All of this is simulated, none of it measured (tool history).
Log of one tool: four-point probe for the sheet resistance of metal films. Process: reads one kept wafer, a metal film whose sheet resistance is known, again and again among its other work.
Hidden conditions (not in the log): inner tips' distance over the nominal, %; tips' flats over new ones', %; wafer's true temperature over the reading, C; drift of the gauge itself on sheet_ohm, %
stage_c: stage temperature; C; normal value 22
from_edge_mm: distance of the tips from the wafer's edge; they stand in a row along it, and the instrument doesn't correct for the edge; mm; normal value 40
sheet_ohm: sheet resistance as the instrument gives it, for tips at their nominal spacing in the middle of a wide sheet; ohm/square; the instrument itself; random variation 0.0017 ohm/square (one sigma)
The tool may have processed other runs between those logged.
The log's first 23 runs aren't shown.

run,hour,stage_c,from_edge_mm,touches since the probe head was changed,hours of work since the stage's thermometer was calibrated,sheet_ohm
24,925.6,34,7,31544,416,8.259189
25,961.1,34,7,32538,432,8.257157
26,990.3,34,54,33356,445,8.223187
27,1049.2,19,17,35007,471,8.311485
28,1094,21,5,36260,491,8.362899
29,1142.6,20,13,37622,512,8.309578
30,1168.7,25,7,38354,524,8.307683
31,1226.3,25,7,39969,549,8.305466
32,1271.1,25,43,41224,569,8.269412
33,1296.7,25,43,41940,581,8.273516
34,1354.1,25,43,43548,606,8.271228
35,1386.3,25,26,44449,620,8.268439
36,1441,33,50,45984,645,8.229359
37,1467.8,26,8,46733,656,8.292258

4 options for the next run, each taken on its own from the tool as it stands now. Forecast them:
A,1517.4,22,3,48124,678,?
B,1517.4,24,12,48124,678,?
C,1517.4,34,8,48124,678,?
D,1517.4,30,40,48124,678,?

run,sheet_ohm
A,8.481037
B,8.289077
C,8.253126
D,8.242582
Without the tool's hidden state the same runs would have given:
run,sheet_ohm
A,8.481598
B,8.289626
C,8.25367
D,8.243127

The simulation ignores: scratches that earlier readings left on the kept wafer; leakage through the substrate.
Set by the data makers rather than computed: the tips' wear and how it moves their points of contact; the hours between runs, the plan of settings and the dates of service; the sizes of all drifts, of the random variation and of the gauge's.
